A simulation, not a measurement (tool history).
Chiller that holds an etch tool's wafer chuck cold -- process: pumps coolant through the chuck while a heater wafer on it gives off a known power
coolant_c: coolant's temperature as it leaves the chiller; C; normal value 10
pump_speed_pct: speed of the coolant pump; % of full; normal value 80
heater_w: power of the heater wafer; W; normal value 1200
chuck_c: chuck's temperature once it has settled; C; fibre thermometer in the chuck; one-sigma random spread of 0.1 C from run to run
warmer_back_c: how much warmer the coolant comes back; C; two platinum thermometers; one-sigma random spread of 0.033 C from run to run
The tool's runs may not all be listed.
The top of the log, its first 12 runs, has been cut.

{"run": 13, "day": 40.708, "coolant_c": 9, "pump_speed_pct": 80, "heater_w": 1200, "chuck_c": 18.5, "warmer_back_c": 4.9}
{"run": 14, "day": 45.254, "coolant_c": 9, "pump_speed_pct": 80, "heater_w": 1200, "chuck_c": 18.4, "warmer_back_c": 4.89}
{"run": 15, "day": 48.929, "coolant_c": 10, "pump_speed_pct": 91, "heater_w": 1200, "chuck_c": 18.8, "warmer_back_c": 4.24}
{"run": 16, "day": 52.733, "coolant_c": 10, "pump_speed_pct": 91, "heater_w": 1200, "chuck_c": 18.8, "warmer_back_c": 4.25}
{"run": 17, "day": 56.733, "coolant_c": 1, "pump_speed_pct": 82, "heater_w": 893, "chuck_c": 8.1, "warmer_back_c": 3.53}
{"run": 18, "day": 61.554, "coolant_c": 14, "pump_speed_pct": 70, "heater_w": 915, "chuck_c": 22.0, "warmer_back_c": 4.3}
{"run": 19, "day": 66.338, "coolant_c": 14, "pump_speed_pct": 70, "heater_w": 915, "chuck_c": 22.1, "warmer_back_c": 4.3}
{"day": 69.504, "done": "chiller's thermometer calibrated"}
{"run": 20, "day": 69.692, "coolant_c": 10, "pump_speed_pct": 80, "heater_w": 884, "chuck_c": 16.9, "warmer_back_c": 3.63}

Expected results for the next run?
{"run": 21, "day": 72.642, "coolant_c": 10, "pump_speed_pct": 96, "heater_w": 748, "chuck_c": "?", "warmer_back_c": "?"}

{"run 21": {"chuck_c": 15.4, "warmer_back_c": 2.49}}
Without the tool's hidden state the same run would have given chuck_c 15.4 C, warmer_back_c 2.49 C.
